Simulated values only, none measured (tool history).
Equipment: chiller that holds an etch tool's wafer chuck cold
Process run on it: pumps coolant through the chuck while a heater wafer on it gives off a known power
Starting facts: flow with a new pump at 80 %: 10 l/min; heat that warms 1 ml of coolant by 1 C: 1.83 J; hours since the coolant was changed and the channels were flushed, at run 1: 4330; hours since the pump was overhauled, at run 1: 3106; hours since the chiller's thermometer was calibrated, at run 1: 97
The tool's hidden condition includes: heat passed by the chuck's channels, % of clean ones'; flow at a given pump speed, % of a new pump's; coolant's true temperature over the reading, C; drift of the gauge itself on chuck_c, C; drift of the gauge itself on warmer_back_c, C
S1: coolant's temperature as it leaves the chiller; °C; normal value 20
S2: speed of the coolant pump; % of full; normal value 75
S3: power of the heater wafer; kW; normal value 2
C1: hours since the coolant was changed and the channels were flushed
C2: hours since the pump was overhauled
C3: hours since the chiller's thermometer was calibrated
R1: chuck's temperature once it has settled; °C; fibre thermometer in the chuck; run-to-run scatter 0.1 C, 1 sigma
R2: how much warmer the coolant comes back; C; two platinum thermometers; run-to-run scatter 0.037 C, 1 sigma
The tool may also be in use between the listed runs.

run    hour  S1  S2     S3    C1    C2    C3    R1    R2
  1       0  20  75      2  4330  3106    97  38.1  7.03
  2      74  20  75      2  4404  3180   171  38.1  7.03
  3   123.2  20  75      2  4453  3230   221  38.2  6.99
  4   181.5  20  75      2  4512  3288   279  38.1   7.1
  5   220.8  20  75      2  4551  3327   318  38.4  7.07
  6   263.6  20  75      2  4594  3370   361  38.2  7.07
  7   327.5  20  75  1.571  4658  3434   425  34.4  5.63
  8   374.6  20  75  1.571  4705  3481   472  34.3  5.65
      443.4  -- coolant changed, channels flushed
  9   460.6  20  75  1.571    17  3561   552  34.4  5.64
 10   549.2  20  75  1.571   106  3650   641  34.3  5.62
 11   618.5  20  75      2   175  3719   710  38.2  7.14
 12   681.9  20  75      2   239  3782   773  38.3   7.2
 13     734  20  75      2   291  3834   825  38.4  7.19
 14   789.6  20  75      2   346  3890   881  38.3  7.25
 15   847.2  20  75  2.012   404  3948   939  38.3  7.21
 16     921  20  75  2.012   478  4021  1012  38.4  7.28
 17  1006.4  13  75   2.32   563  4107  1098  34.1  8.33
 18  1055.9  13  88  1.277   613  4156  1147  23.6     4
 19  1104.4  15  88  1.277   661  4205  1196  25.6  4.07
 20  1190.2  11  88  1.277   747  4291  1282  21.7  3.99
 21  1248.2  20  96  1.389   805  4349  1340    31  3.98
 22  1297.7  20  96  1.389   854  4398  1389    31  4.07
     1330.4  -- gauge calibrated
 23  1367.3  20  96  1.389   924  4468  1459    31  3.75
 24  1420.8  29  75   1.33   977  4521  1512    41  4.75
 25  1503.1  20  63  1.645  1060  4603  1595  36.8     7
 26    1591  13  64   1.27  1148  4691  1682  25.8  5.39

Had the tool no unlogged condition, and each run kept its random variation, what would the results have been?
run    R2
  1  7.03
  2  7.01
  3  6.96
  4  7.06
  5  7.02
  6     7
  7  5.56
  8  5.57
  9  5.54
 10   5.5
 11     7
 12  7.05
 13  7.03
 14  7.08
 15  7.03
 16  7.08
 17  8.11
 18  3.78
 19  3.83
 20  3.74
 21  3.71
 22  3.79
 23  3.74
 24  4.73
 25  6.96
 26  5.33
R1: differs from the measured result by no more than 0.1 °C in any run.

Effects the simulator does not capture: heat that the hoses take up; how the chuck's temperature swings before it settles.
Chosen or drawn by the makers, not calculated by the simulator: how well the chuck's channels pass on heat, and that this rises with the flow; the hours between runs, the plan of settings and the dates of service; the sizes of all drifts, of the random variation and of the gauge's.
